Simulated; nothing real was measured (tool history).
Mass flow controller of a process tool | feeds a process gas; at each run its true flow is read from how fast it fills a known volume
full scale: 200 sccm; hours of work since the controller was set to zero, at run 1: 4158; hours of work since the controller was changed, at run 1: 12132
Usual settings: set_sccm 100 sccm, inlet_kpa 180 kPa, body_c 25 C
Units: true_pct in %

run     hour  set_sccm  inlet_kpa  body_c  hours of work since the controller was set to zero  hours of work since the controller was changed  true_pct
  1      0.0       100        180      25                                                4158                                           12132     99.45
  2    205.6       100        180      25                                                4296                                           12270     99.35
       240.7  -- controller exchanged for a calibrated one
  3    574.0       100        180      25                                                 223                                             223     99.28
  4    989.0       100        180      25                                                 502                                             502     99.26
  5   1415.0       100        180      25                                                 787                                             787     99.01
  6   1884.3       100        146      25                                                1102                                            1102     99.21
  7   2129.5       100        234      25                                                1266                                            1266     98.83
  8   2370.2        29        234      25                                                1428                                            1428     98.36
  9   2792.8        29        234      25                                                1711                                            1711     98.32
 10   3061.3        29        234      25                                                1891                                            1891     98.22
 11   3351.1        29        234      25                                                2085                                            2085     98.30
 12   3745.1        29        234      25                                                2349                                            2349     98.20
 13   4203.9        29        234      25                                                2657                                            2657     98.09
 14   4532.8       163        180      25                                                2878                                            2878     99.27
 15   4974.4       163        180      25                                                3174                                            3174     99.13
 16   5431.2       163        180      25                                                3480                                            3480     99.06
 17   5659.3       163        180      25                                                3633                                            3633     99.16
 18   5882.0       163        180      25                                                3782                                            3782     99.13
 19   6296.3       100        180      22                                                4060                                            4060     98.30
 20   6613.5       100        180      22                                                4273                                            4273     98.27
 21   7053.8       100        180      22                                                4568                                            4568     98.18
 22   7263.0       100        180      39                                                4708                                            4708     99.67
 23   7522.0       100        180      33                                                4882                                            4882     99.22
 24   7772.7       100        180      25                                                5050                                            5050     98.41
 25   8075.1        29        233      25                                                5252                                            5252     97.69
 26   8286.8       176        180      34                                                5394                                            5394     99.82
 27   8580.2       100        188      25                                                5591                                            5591     98.27
 28   9000.7        28        232      25                                                5873                                            5873     97.58
 29   9463.8       100        275      33                                                6183                                            6183     98.53
 30   9792.5        45        149      21                                                6404                                            6404     97.56
 31  10254.6        45        149      21                                                6714                                            6714     97.50
 32  10635.0        45        149      21                                                6969                                            6969     97.45
     10864.4  -- gauge calibrated
 33  10924.1        20        276      25                                                7162                                            7162     98.43
     11289.4  -- controller's zero set anew
 34  11313.6        20        276      25                                                  16                                            7423     98.44
 35  11718.4       104        202      38                                                 288                                            7695    100.40
 36  12158.5        46        155      38                                                 583                                            7990    100.03
 37  12420.1        88        180      27                                                 758                                            8165     99.38
 38  12666.4       149        184      28                                                 923                                            8330     99.82
 39  13120.6        60        231      28                                                1228                                            8635     98.81
 40  13391.9       172        182      33                                                1410                                            8817    100.36
 41  13663.3       100        180      24                                                1591                                            8999     98.94
 42  13880.3        82        180      21                                                1737                                            9144     98.59
 43  14251.8        82        180      21                                                1986                                            9393     98.55
 44  14676.6        74        180      25                                                2271                                            9678     98.75
 45  15152.1       116        202      32                                                2590                                            9997     99.56
 46  15391.3       148        202      32                                                2750                                           10157     99.75
 47  15887.0       128        150      28                                                3082                                           10489     99.33

How the hidden state differs across the entries between the runs, from the last listed run before each to the first after it:
Between runs 2 and 3: controller exchanged for a calibrated one (hour 240.7)
  flow at rest that the sensor doesn't see, % of full scale: -0.003 -> 0; true flow over the shown one, %: 0.03 -> 0; drift of the gauge itself on true_pct, %: -0.02 -> -0.07
  measured less the result without the state, true_pct: +0.00 -> -0.07 %
Between runs 32 and 33: gauge calibrated (hour 10864.4)
  drift of the gauge itself on true_pct, %: -1.28 -> -0.01
  measured less the result without the state, true_pct: -1.27 -> -0.03 %
Between runs 33 and 34: controller's zero set anew (hour 11289.4)
  flow at rest that the sensor doesn't see, % of full scale: -0.005 -> 0; drift of the gauge itself on true_pct, %: -0.01 -> -0.05
  measured less the result without the state, true_pct: -0.03 -> -0.04 %

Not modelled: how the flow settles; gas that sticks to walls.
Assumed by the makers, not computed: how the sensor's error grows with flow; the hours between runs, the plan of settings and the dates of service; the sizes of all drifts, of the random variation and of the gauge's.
